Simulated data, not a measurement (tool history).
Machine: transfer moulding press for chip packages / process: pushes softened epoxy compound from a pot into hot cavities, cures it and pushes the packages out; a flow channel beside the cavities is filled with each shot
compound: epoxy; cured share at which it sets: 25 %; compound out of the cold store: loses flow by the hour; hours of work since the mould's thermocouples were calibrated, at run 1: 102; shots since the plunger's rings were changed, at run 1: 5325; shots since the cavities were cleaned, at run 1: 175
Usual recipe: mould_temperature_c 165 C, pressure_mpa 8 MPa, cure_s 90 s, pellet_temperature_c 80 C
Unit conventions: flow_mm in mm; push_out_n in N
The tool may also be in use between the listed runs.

run   hour  mould_temperature_c  pressure_mpa  cure_s  pellet_temperature_c  hours of work since the mould's thermocouples were calibrated  shots since the plunger's rings were changed  shots since the cavities were cleaned  incoming compound's hours out of the cold store  flow_mm  push_out_n
  1      0                  165             8      90                    80                                                            102                                          5325                                    175                                             35.5      555         230
  2   10.7                  165             8      90                    80                                                            108                                          5448                                    298                                             33.3      553         248
  3   26.8                  165             8      90                    80                                                            117                                          5633                                    483                                             10.8      603         231
  4     39                  165             8      90                    80                                                            123                                          5773                                    623                                             15.9      592         241
  5   52.9                  165             8      90                    90                                                            131                                          5932                                    782                                             31.2      558         231
      59.4  -- cavities cleaned with cleaning compound and waxed
  6   65.5                  165             8      90                    90                                                            137                                          6058                                     70                                             17.1      591         240
      72.2  -- plunger's sealing rings changed
  7   79.3                  165          9.53      90                    70                                                            143                                            82                                    201                                             31.8      608         237
  8   98.6                  172             8      90                    81                                                            153                                           303                                    422                                             15.6      580         204
  9  108.1                  172             8      90                    81                                                            158                                           412                                    531                                             45.6      519         191
 10  123.6                  164          8.51      90                    76                                                            167                                           589                                    708                                             10.5      625         265
     136.8  -- cavities cleaned with cleaning compound and waxed
 11  137.6                  164          8.88      89                    72                                                            174                                           733                                      9                                             14.4      628         266
 12  157.1                  164          8.88      89                    72                                                            184                                           956                                    232                                             30.6      593         258

What differs in the tool's unlogged condition from the final listed run ahead of each entry between runs to the first listed run following it?
After run 5, before run 6: cavities cleaned with cleaning compound and waxed (hour 59.4)
  grip of the stained cavities, % over clean ones': 1.5 -> 0.2
After run 6, before run 7: plunger's sealing rings changed (hour 72.2)
  pressure that reaches the compound, % of what is set: 99.88 -> 100; grip of the stained cavities, % over clean ones': 0.2 -> 0.6
After run 10, before run 11: cavities cleaned with cleaning compound and waxed (hour 136.8)
  pressure that reaches the compound, % of what is set: 99.99 -> 99.98; grip of the stained cavities, % over clean ones': 1.4 -> 0.1

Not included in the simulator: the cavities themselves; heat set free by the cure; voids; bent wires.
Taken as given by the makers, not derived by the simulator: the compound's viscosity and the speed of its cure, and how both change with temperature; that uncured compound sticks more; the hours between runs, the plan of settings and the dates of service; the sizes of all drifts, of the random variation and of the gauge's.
